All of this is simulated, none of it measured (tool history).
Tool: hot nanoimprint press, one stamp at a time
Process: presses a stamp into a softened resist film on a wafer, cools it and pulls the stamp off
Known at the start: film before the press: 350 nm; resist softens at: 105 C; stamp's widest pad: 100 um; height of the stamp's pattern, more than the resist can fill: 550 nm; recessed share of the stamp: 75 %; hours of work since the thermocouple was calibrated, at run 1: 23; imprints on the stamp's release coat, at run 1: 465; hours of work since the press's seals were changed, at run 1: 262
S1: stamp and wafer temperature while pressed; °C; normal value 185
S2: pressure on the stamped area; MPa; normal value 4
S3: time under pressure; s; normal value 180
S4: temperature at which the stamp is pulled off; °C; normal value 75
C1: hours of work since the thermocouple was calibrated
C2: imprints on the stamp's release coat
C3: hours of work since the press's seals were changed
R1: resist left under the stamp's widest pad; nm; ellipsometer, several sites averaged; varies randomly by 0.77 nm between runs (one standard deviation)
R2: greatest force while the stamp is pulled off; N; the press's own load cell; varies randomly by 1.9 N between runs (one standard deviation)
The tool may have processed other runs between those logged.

run	hour	S1	S2	S3	S4	C1	C2	C3	R1	R2
1	0	185	4	180	75	23	465	262	170.2	145
2	26.9	191	4	180	75	35	529	273	131.7	144
3	63.1	191	4	180	75	50	616	289	132.2	147
4	78.3	191	4	180	75	57	652	296	131.5	150
5	101.6	183	4	180	75	67	708	306	187.6	152
6	120.5	183	4	180	75	75	753	314	187.1	152
7	153.6	183	4	180	75	90	832	328	187.1	154
8	179.2	185	4	180	75	101	893	339	173.5	159
9	209.8	185	4	180	75	114	967	353	173.2	156
10	229.1	185	4	180	71	122	1013	361	173.5	166
11	253.4	185	3.13	180	75	133	1071	372	192.6	160
12	268.9	185	3.13	180	75	140	1108	378	192.7	161
13	300.9	185	3.13	180	63	153	1184	392	193.9	174
14	316	185	4	180	64	160	1221	399	175.4	173
15	339.5	195	2.6	334	63	170	1277	409	108.3	179
16	365.4	183	4	180	75	181	1338	420	191.6	169
17	394	185	4	205	75	194	1407	433	167.1	167
18	414.6	185	4	283	73	203	1456	441	148.1	174
# hour 443.8: stamp cleaned and given a new release coat
19	454.6	185	4	283	73	217	25	456	149.8	138
20	476.4	185	4	283	73	227	77	466	148.4	140
21	502.3	196	5.28	146	82	238	139	477	103.5	134
22	524.6	196	3.82	146	83	248	193	486	121.3	137
23	554.7	196	3.82	146	83	261	265	500	121.8	134
24	575.2	196	3.82	219	83	270	314	508	103.2	137
25	605	186	4	197	64	283	385	521	166.1	158
26	640.4	185	4	238	82	298	469	537	162	142

What if the next run were any one of these 5? Each begins from the tool's condition after run 26:
A	655.8	185	3	292	68	305	506	543	?	?
B	655.8	185	4	180	65	305	506	543	?	?
C	655.8	192	4	142	68	305	506	543	?	?
D	655.8	196	4	129	63	305	506	543	?	?
E	655.8	185	2.81	109	75	305	506	543	?	?

run	R1	R2
A	170.3	156
B	178.1	154
C	143.6	157
D	125.3	157
E	238.1	149
Had the tool no hidden state, the same runs would have come out as:
run	R1	R2
A	160.7	143
B	167.6	141
C	134.9	144
D	117.7	144
E	228.2	137
